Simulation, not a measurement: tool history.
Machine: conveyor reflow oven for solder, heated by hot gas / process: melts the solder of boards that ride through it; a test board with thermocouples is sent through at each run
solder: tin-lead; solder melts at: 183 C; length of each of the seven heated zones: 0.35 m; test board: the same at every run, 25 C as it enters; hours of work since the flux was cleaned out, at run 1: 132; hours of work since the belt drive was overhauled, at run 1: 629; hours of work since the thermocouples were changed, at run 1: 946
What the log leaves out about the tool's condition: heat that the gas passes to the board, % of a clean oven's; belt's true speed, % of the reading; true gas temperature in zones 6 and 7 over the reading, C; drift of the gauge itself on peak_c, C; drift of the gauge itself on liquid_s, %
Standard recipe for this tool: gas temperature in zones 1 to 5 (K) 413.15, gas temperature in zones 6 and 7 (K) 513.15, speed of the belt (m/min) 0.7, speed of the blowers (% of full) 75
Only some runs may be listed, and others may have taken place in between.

| run | hour | gas temperature in zones 1 to 5 (K) | gas temperature in zones 6 and 7 (K) | speed of the belt (m/min) | speed of the blowers (% of full) | hours of work since the flux was cleaned out | hours of work since the belt drive was overhauled | hours of work since the thermocouples were changed | highest temperature of the board (K) | time above the solder's melting point (s) |
|---|---|---|---|---|---|---|---|---|---|---|
| 1 | 0 | 413.15 | 513.15 | 0.7 | 75 | 132 | 629 | 946 | 501.35 | 51.5 |
| 2 | 42.8 | 413.15 | 513.15 | 0.7 | 75 | 153 | 650 | 967 | 500.55 | 51.9 |
| 3 | 65.3 | 413.15 | 513.15 | 0.7 | 75 | 165 | 661 | 978 | 500.95 | 51.4 |
| 4 | 87.1 | 413.15 | 513.15 | 0.7 | 75 | 175 | 672 | 989 | 500.95 | 51.7 |
|  | 95.3 | flux residue cleaned out of gas plates and filters |
| 5 | 118 | 413.15 | 513.15 | 0.7 | 75 | 11 | 685 | 1002 | 499.85 | 50.8 |
| 6 | 152.8 | 413.15 | 513.15 | 0.7 | 75 | 28 | 702 | 1019 | 499.85 | 51.1 |
| 7 | 183.4 | 416.15 | 514.15 | 0.807 | 77 | 44 | 717 | 1034 | 496.95 | 43.4 |
| 8 | 206.9 | 401.15 | 513.15 | 0.7 | 75 | 55 | 729 | 1046 | 498.45 | 47.1 |
|  | 217.8 | flux residue cleaned out of gas plates and filters, once more |
| 9 | 255 | 418.15 | 523.15 | 0.7 | 75 | 18 | 750 | 1067 | 511.45 | 57.2 |
| 10 | 307.7 | 418.15 | 523.15 | 0.7 | 75 | 45 | 777 | 1093 | 511.95 | 57.4 |
| 11 | 339.5 | 418.15 | 523.15 | 0.7 | 75 | 60 | 792 | 1109 | 511.45 | 57.3 |

Run 12, settings as shown, results not yet in. Your forecast:
| 12 | 383.3 | 418.15 | 522.15 | 0.7 | 79 | 82 | 814 | 1131 | ? | ? |

highest temperature of the board (K): 511.85
time above the solder's melting point (s): 57.7
On a tool with no hidden condition, and with the same random variation, this run would have come out at highest temperature of the board (K) 509.05, time above the solder's melting point (s) 55.9.
